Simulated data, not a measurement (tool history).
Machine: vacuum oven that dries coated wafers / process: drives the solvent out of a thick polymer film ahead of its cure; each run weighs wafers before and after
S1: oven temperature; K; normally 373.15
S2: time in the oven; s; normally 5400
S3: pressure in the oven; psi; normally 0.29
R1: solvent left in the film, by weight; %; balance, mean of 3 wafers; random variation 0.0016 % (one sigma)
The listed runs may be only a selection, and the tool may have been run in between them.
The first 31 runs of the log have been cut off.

run 32 hour=431.8 | S1=373.15 S2=5580 S3=0.567 | R1=2.63
run 33 hour=440.7 | S1=373.15 S2=5580 S3=0.567 | R1=2.633
run 34 hour=453.5 | S1=379.15 S2=7380 S3=0.228 | R1=0.723
run 35 hour=469.2 | S1=379.15 S2=7380 S3=0.228 | R1=0.722
run 36 hour=486.8 | S1=379.15 S2=6180 S3=0.213 | R1=0.755
run 37 hour=503 | S1=379.15 S2=6180 S3=0.213 | R1=0.756
run 38 hour=519.2 | S1=368.15 S2=6180 S3=0.297 | R1=2.353
run 39 hour=529.9 | S1=368.15 S2=6180 S3=0.297 | R1=2.352
run 40 hour=540.4 | S1=368.15 S2=6180 S3=0.297 | R1=2.355
run 41 hour=552.9 | S1=372.15 S2=7980 S3=0.184 | R1=0.929
run 42 hour=570.9 | S1=388.15 S2=5280 S3=0.554 | R1=1.21
run 43 hour=580.6 | S1=362.15 S2=4500 S3=0.554 | R1=6.35

Each row is a separate what-if for the run after 43, all from the same tool condition, not one after another. Results?
run A hour=590.3 | S1=359.15 S2=2760 S3=0.379 | R1=?
run B hour=590.3 | S1=358.15 S2=3960 S3=1.009 | R1=?
run C hour=590.3 | S1=385.15 S2=2940 S3=0.319 | R1=?

run=A R1=9.024
run=B R1=10.281
run=C R1=1.375
Stripped of hidden state, with their random variation kept, the same runs would have yielded:
run=A R1=9.364
run=B R1=10.681
run=C R1=1.502

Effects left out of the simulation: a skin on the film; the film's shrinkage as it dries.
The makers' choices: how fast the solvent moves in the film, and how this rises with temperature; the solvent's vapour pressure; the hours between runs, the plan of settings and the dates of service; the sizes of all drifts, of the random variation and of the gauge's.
